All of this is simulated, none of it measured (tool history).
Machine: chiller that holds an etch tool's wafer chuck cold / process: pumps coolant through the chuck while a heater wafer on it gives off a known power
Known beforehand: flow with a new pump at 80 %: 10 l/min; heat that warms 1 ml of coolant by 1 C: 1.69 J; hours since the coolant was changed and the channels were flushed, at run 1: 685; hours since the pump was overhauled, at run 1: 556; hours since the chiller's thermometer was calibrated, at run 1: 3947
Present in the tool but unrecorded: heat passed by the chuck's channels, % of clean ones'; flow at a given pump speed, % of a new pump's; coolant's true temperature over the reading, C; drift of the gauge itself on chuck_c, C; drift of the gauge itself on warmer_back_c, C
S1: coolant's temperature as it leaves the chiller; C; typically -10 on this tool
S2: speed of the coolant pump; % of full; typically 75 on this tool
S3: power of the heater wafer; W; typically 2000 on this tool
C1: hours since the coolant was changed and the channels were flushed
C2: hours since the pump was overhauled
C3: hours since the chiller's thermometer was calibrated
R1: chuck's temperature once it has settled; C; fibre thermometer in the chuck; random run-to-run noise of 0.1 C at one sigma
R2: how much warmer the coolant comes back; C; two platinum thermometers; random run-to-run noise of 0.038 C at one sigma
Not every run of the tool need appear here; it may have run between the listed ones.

run	day	S1	S2	S3	C1	C2	C3	R1	R2
1	0	-10	75	2000	685	556	3947	14.6	7.59
2	2.117	-10	75	2000	736	607	3997	14.3	7.61
3	4.996	-10	75	2000	805	676	4066	14.5	7.62
4	6.817	-10	75	2000	849	720	4110	14.5	7.64
5	9.704	-10	75	2000	918	789	4179	14.7	7.67
6	12.212	-10	75	2000	978	849	4240	14.5	7.66
7	15.033	-11	72	2305	1046	917	4307	18.3	9.19
8	16.554	-10	72	2000	1082	953	4344	15.5	8.02
9	18.688	-10	78	1384	1134	1005	4395	6.6	5.12
10	20.642	-17	87	1371	1181	1051	4442	-1.3	4.53

Each row is a separate what-if for the run after 10, all from the same tool condition, not one after another. Results?
A	23.446	-15	100	1380	1248	1119	4509	?	?
B	23.446	-7	87	1371	1248	1119	4509	?	?
C	23.446	-10	75	1614	1248	1119	4509	?	?
D	23.446	-4	95	1729	1248	1119	4509	?	?
E	23.446	-17	74	1371	1248	1119	4509	?	?

run	R1	R2
A	-0.6	3.94
B	8.7	4.5
C	9.9	6.17
D	14.7	5.2
E	0.2	5.33
Stripped of hidden state, with their random variation kept, the same runs would have yielded:
run	R1	R2
A	-0.9	3.88
B	8.4	4.43
C	9.5	6.08
D	14.3	5.12
E	-0.1	5.25

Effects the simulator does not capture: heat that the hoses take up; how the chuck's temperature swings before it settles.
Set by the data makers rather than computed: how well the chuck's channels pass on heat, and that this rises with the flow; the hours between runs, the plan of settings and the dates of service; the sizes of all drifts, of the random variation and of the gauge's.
